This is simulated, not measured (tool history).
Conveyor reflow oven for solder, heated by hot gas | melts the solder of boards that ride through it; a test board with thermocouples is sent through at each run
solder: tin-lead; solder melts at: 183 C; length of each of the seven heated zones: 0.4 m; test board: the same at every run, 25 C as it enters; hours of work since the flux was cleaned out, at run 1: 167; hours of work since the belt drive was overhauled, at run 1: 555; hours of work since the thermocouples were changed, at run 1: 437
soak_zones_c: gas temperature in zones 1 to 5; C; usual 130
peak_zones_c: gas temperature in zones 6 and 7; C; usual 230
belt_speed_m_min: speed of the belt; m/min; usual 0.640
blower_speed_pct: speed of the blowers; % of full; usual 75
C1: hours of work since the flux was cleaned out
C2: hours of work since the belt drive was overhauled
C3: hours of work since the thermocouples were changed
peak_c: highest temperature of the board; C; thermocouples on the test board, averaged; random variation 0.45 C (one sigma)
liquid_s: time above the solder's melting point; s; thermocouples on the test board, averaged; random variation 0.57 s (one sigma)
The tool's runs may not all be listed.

run 1 hour=0.0 | soak_zones_c=130 peak_zones_c=230 belt_speed_m_min=0.640 blower_speed_pct=75 | C1=167 C2=555 C3=437 | peak_c=209.5 liquid_s=46.4
run 2 hour=28.4 | soak_zones_c=130 peak_zones_c=242 belt_speed_m_min=0.640 blower_speed_pct=75 | C1=189 C2=578 C3=459 | peak_c=219.4 liquid_s=54.5
run 3 hour=50.2 | soak_zones_c=130 peak_zones_c=242 belt_speed_m_min=0.640 blower_speed_pct=75 | C1=206 C2=595 C3=476 | peak_c=218.1 liquid_s=54.1
run 4 hour=70.5 | soak_zones_c=130 peak_zones_c=242 belt_speed_m_min=0.640 blower_speed_pct=75 | C1=222 C2=611 C3=492 | peak_c=219.4 liquid_s=53.5
run 5 hour=98.7 | soak_zones_c=130 peak_zones_c=230 belt_speed_m_min=0.640 blower_speed_pct=75 | C1=244 C2=633 C3=514 | peak_c=208.8 liquid_s=44.2
run 6 hour=131.8 | soak_zones_c=130 peak_zones_c=230 belt_speed_m_min=0.640 blower_speed_pct=75 | C1=270 C2=658 C3=540 | peak_c=208.5 liquid_s=44.9
run 7 hour=154.1 | soak_zones_c=119 peak_zones_c=230 belt_speed_m_min=0.640 blower_speed_pct=75 | C1=287 C2=676 C3=557 | peak_c=205.7 liquid_s=39.4
run 8 hour=172.6 | soak_zones_c=119 peak_zones_c=230 belt_speed_m_min=0.640 blower_speed_pct=75 | C1=302 C2=690 C3=572 | peak_c=205.8 liquid_s=39.5
run 9 hour=203.6 | soak_zones_c=119 peak_zones_c=230 belt_speed_m_min=0.640 blower_speed_pct=75 | C1=326 C2=715 C3=596 | peak_c=204.9 liquid_s=38.2
run 10 hour=225.7 | soak_zones_c=119 peak_zones_c=230 belt_speed_m_min=0.640 blower_speed_pct=75 | C1=343 C2=732 C3=613 | peak_c=204.9 liquid_s=37.2
run 11 hour=261.2 | soak_zones_c=119 peak_zones_c=230 belt_speed_m_min=0.640 blower_speed_pct=75 | C1=371 C2=760 C3=641 | peak_c=204.7 liquid_s=38.7
run 12 hour=289.2 | soak_zones_c=119 peak_zones_c=230 belt_speed_m_min=0.640 blower_speed_pct=75 | C1=393 C2=782 C3=663 | peak_c=204.6 liquid_s=36.8
run 13 hour=306.9 | soak_zones_c=130 peak_zones_c=230 belt_speed_m_min=0.640 blower_speed_pct=75 | C1=407 C2=795 C3=677 | peak_c=206.1 liquid_s=43.6
run 14 hour=328.8 | soak_zones_c=130 peak_zones_c=230 belt_speed_m_min=0.538 blower_speed_pct=75 | C1=424 C2=812 C3=694 | peak_c=214.1 liquid_s=61.2
run 15 hour=350.6 | soak_zones_c=135 peak_zones_c=230 belt_speed_m_min=0.640 blower_speed_pct=75 | C1=441 C2=829 C3=711 | peak_c=208.5 liquid_s=47.3
-- hour=377.9 flux residue cleaned out of gas plates and filters
run 16 hour=383.1 | soak_zones_c=135 peak_zones_c=230 belt_speed_m_min=0.640 blower_speed_pct=75 | C1=4 C2=851 C3=733 | peak_c=212.6 liquid_s=52.4
run 17 hour=408.1 | soak_zones_c=135 peak_zones_c=230 belt_speed_m_min=0.640 blower_speed_pct=75 | C1=24 C2=870 C3=752 | peak_c=212.5 liquid_s=52.1
run 18 hour=433.8 | soak_zones_c=135 peak_zones_c=230 belt_speed_m_min=0.640 blower_speed_pct=75 | C1=44 C2=891 C3=772 | peak_c=213.0 liquid_s=51.1
run 19 hour=461.7 | soak_zones_c=135 peak_zones_c=230 belt_speed_m_min=0.694 blower_speed_pct=53 | C1=65 C2=912 C3=794 | peak_c=200.5 liquid_s=30.9
run 20 hour=495.3 | soak_zones_c=135 peak_zones_c=230 belt_speed_m_min=0.694 blower_speed_pct=53 | C1=92 C2=939 C3=820 | peak_c=199.5 liquid_s=31.3
-- hour=506.1 thermocouples of zones 6 and 7 changed
run 21 hour=527.4 | soak_zones_c=135 peak_zones_c=230 belt_speed_m_min=0.694 blower_speed_pct=53 | C1=115 C2=962 C3=17 | peak_c=196.7 liquid_s=26.4
run 22 hour=550.3 | soak_zones_c=132 peak_zones_c=240 belt_speed_m_min=0.544 blower_speed_pct=70 | C1=133 C2=980 C3=35 | peak_c=220.1 liquid_s=68.1
run 23 hour=582.3 | soak_zones_c=120 peak_zones_c=220 belt_speed_m_min=0.511 blower_speed_pct=75 | C1=158 C2=1005 C3=60 | peak_c=205.0 liquid_s=51.3
run 24 hour=608.1 | soak_zones_c=130 peak_zones_c=225 belt_speed_m_min=0.577 blower_speed_pct=85 | C1=178 C2=1025 C3=80 | peak_c=210.6 liquid_s=53.7
run 25 hour=643.3 | soak_zones_c=130 peak_zones_c=225 belt_speed_m_min=0.577 blower_speed_pct=85 | C1=206 C2=1053 C3=107 | peak_c=209.7 liquid_s=54.0
run 26 hour=670.9 | soak_zones_c=130 peak_zones_c=225 belt_speed_m_min=0.577 blower_speed_pct=78 | C1=227 C2=1074 C3=129 | peak_c=208.3 liquid_s=50.9
run 27 hour=693.3 | soak_zones_c=140 peak_zones_c=230 belt_speed_m_min=0.580 blower_speed_pct=83 | C1=245 C2=1092 C3=146 | peak_c=214.5 liquid_s=61.2
run 28 hour=708.8 | soak_zones_c=130 peak_zones_c=230 belt_speed_m_min=0.640 blower_speed_pct=75 | C1=257 C2=1104 C3=158 | peak_c=207.1 liquid_s=44.5
run 29 hour=732.4 | soak_zones_c=130 peak_zones_c=226 belt_speed_m_min=0.694 blower_speed_pct=62 | C1=275 C2=1122 C3=177 | peak_c=196.8 liquid_s=24.8
run 30 hour=757.8 | soak_zones_c=130 peak_zones_c=226 belt_speed_m_min=0.694 blower_speed_pct=62 | C1=295 C2=1142 C3=197 | peak_c=195.3 liquid_s=24.5
run 31 hour=782.1 | soak_zones_c=115 peak_zones_c=230 belt_speed_m_min=0.596 blower_speed_pct=62 | C1=314 C2=1161 C3=216 | peak_c=201.2 liquid_s=33.8
run 32 hour=811.0 | soak_zones_c=115 peak_zones_c=230 belt_speed_m_min=0.596 blower_speed_pct=62 | C1=337 C2=1184 C3=238 | peak_c=201.3 liquid_s=34.4

Some steps in peak_c between neighbouring runs. How much of each would the tool show without its hidden state too (settings, what came in, random variation), and how much is left for the hidden state, with any gauge scatter that isn't in both results?
The hidden state here: heat that the gas passes to the board, % of a clean oven's; belt's true speed, % of the reading; true gas temperature in zones 6 and 7 over the reading, C; drift of the gauge itself on peak_c, C; drift of the gauge itself on liquid_s, %.
Run 14 -> 15: soak_zones_c 130 -> 135, belt_speed_m_min 0.538 -> 0.640. peak_c -5.6 C: hidden state -0.8, all else -4.8.
Run 15 -> 16: flux residue cleaned out of gas plates and filters. peak_c +4.1 C: hidden state +4.8, all else -0.7.
Run 18 -> 19: belt_speed_m_min 0.640 -> 0.694, blower_speed_pct 75 -> 53. peak_c -12.5 C: hidden state -0.2, all else -12.3.
Run 20 -> 21: thermocouples of zones 6 and 7 changed. peak_c -2.8 C: hidden state -3.0, all else +0.2.
Run 21 -> 22: soak_zones_c 135 -> 132, peak_zones_c 230 -> 240, belt_speed_m_min 0.694 -> 0.544, blower_speed_pct 53 -> 70. peak_c +23.4 C: hidden state -0.3, all else +23.7.
Run 22 -> 23: soak_zones_c 132 -> 120, peak_zones_c 240 -> 220, belt_speed_m_min 0.544 -> 0.511, blower_speed_pct 70 -> 75. peak_c -15.1 C: hidden state -0.1, all else -15.0.

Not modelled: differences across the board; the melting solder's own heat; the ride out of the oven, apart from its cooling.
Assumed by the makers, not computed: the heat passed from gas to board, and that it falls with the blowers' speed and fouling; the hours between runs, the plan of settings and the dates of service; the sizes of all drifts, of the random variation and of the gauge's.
